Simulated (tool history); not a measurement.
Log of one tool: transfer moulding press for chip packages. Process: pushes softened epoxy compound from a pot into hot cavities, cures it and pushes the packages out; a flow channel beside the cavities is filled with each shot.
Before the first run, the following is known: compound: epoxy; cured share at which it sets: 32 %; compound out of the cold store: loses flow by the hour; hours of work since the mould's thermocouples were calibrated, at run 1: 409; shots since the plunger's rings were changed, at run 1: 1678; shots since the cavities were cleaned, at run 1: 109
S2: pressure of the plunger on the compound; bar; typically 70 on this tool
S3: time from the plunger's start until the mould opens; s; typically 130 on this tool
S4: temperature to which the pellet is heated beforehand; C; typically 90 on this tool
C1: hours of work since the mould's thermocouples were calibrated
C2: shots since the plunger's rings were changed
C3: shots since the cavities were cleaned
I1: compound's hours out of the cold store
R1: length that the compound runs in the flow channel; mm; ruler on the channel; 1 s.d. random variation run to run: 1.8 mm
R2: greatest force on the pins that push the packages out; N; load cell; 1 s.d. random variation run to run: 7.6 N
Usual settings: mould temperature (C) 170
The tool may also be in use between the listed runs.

run 1 day=0 | mould_temperature_(C)=170 S2=70 S3=130 S4=90 | C1=409 C2=1678 C3=109 | I1=26.7 | R1=675 R2=321
run 2 day=1.312 | mould_temperature_(C)=170 S2=70 S3=130 S4=90 | C1=426 C2=1909 C3=340 | I1=11.7 | R1=753 R2=343
run 3 day=2.012 | mould_temperature_(C)=170 S2=70 S3=130 S4=90 | C1=435 C2=2033 C3=464 | I1=18.4 | R1=718 R2=330
run 4 day=2.942 | mould_temperature_(C)=170 S2=70 S3=130 S4=90 | C1=447 C2=2196 C3=627 | I1=16.2 | R1=727 R2=335
run 5 day=4.004 | mould_temperature_(C)=170 S2=83.8 S3=130 S4=90 | C1=460 C2=2383 C3=814 | I1=42.7 | R1=659 R2=328
run 6 day=4.683 | mould_temperature_(C)=170 S2=86.7 S3=130 S4=90 | C1=469 C2=2503 C3=934 | I1=10.4 | R1=848 R2=343
-- day=5.829 cavities cleaned with cleaning compound and waxed
run 7 day=5.829 | mould_temperature_(C)=170 S2=70 S3=130 S4=90 | C1=482 C2=2694 C3=0 | I1=37 | R1=632 R2=326
run 8 day=6.867 | mould_temperature_(C)=170 S2=70 S3=130 S4=90 | C1=496 C2=2876 C3=182 | I1=35.9 | R1=635 R2=333
run 9 day=7.621 | mould_temperature_(C)=170 S2=70 S3=130 S4=90 | C1=505 C2=3009 C3=315 | I1=30.7 | R1=659 R2=336
run 10 day=8.721 | mould_temperature_(C)=170 S2=70 S3=130 S4=90 | C1=519 C2=3203 C3=509 | I1=25.7 | R1=679 R2=332
run 11 day=10 | mould_temperature_(C)=170 S2=70 S3=130 S4=90 | C1=535 C2=3428 C3=734 | I1=32 | R1=652 R2=320
run 12 day=10.596 | mould_temperature_(C)=170 S2=70 S3=127 S4=90 | C1=543 C2=3533 C3=839 | I1=39.8 | R1=618 R2=328
run 13 day=11.383 | mould_temperature_(C)=173 S2=70 S3=130 S4=90 | C1=553 C2=3672 C3=978 | I1=42.1 | R1=600 R2=292
-- day=12.288 cavities cleaned with cleaning compound and waxed
run 14 day=12.804 | mould_temperature_(C)=163 S2=60.6 S3=136 S4=97 | C1=570 C2=3911 C3=91 | I1=30.1 | R1=636 R2=471
run 15 day=14.029 | mould_temperature_(C)=163 S2=60.6 S3=136 S4=97 | C1=586 C2=4127 C3=307 | I1=15.5 | R1=710 R2=502
run 16 day=15.221 | mould_temperature_(C)=174 S2=80.2 S3=145 S4=90 | C1=601 C2=4336 C3=516 | I1=38.5 | R1=652 R2=283
run 17 day=15.842 | mould_temperature_(C)=174 S2=69.2 S3=145 S4=92 | C1=609 C2=4446 C3=626 | I1=23.7 | R1=676 R2=286
-- day=16.754 mould's thermocouples calibrated
run 18 day=17.233 | mould_temperature_(C)=167 S2=69.2 S3=160 S4=95 | C1=6 C2=4676 C3=856 | I1=17.5 | R1=726 R2=321
run 19 day=18.254 | mould_temperature_(C)=162 S2=69.2 S3=127 S4=95 | C1=19 C2=4856 C3=1036 | I1=26.1 | R1=700 R2=588
-- day=18.804 cavities cleaned with cleaning compound and waxed
run 20 day=19.496 | mould_temperature_(C)=162 S2=69.2 S3=127 S4=95 | C1=34 C2=5063 C3=121 | I1=45.4 | R1=612 R2=540
run 21 day=20.208 | mould_temperature_(C)=163 S2=69.2 S3=127 S4=98 | C1=43 C2=5189 C3=247 | I1=10.3 | R1=782 R2=574
run 22 day=21.521 | mould_temperature_(C)=172 S2=70 S3=130 S4=85 | C1=60 C2=5421 C3=479 | I1=43.6 | R1=596 R2=313
run 23 day=22.3 | mould_temperature_(C)=172 S2=70 S3=130 S4=85 | C1=70 C2=5558 C3=616 | I1=46.8 | R1=586 R2=307
run 24 day=23.008 | mould_temperature_(C)=166 S2=70 S3=146 S4=92 | C1=79 C2=5682 C3=740 | I1=14.6 | R1=755 R2=361
run 25 day=23.933 | mould_temperature_(C)=171 S2=69.1 S3=137 S4=88 | C1=90 C2=5845 C3=903 | I1=35 | R1=632 R2=309

Consider 5 possible next runs. They are alternatives, not a sequence: every one starts from the tool as it was left by run 25. What does each give?
run A day=24.588 | mould_temperature_(C)=171 S2=67.2 S3=130 S4=84 | C1=99 C2=5960 C3=1018 | I1=32.9 | R1=? R2=?
run B day=24.588 | mould_temperature_(C)=170 S2=70 S3=121 S4=91 | C1=99 C2=5960 C3=1018 | I1=20.4 | R1=? R2=?
run C day=24.588 | mould_temperature_(C)=171 S2=70 S3=120 S4=84 | C1=99 C2=5960 C3=1018 | I1=22.3 | R1=? R2=?
run D day=24.588 | mould_temperature_(C)=174 S2=69.1 S3=137 S4=88 | C1=99 C2=5960 C3=1018 | I1=17 | R1=? R2=?
run E day=24.588 | mould_temperature_(C)=170 S2=70 S3=130 S4=85 | C1=99 C2=5960 C3=1018 | I1=20 | R1=? R2=?

run=A R1=631 R2=315
run=B R1=709 R2=368
run=C R1=692 R2=370
run=D R1=710 R2=283
run=E R1=706 R2=330
Without the tool's unlogged condition, the same runs would have read:
run=A R1=632 R2=313
run=B R1=709 R2=366
run=C R1=692 R2=368
run=D R1=710 R2=281
run=E R1=706 R2=328
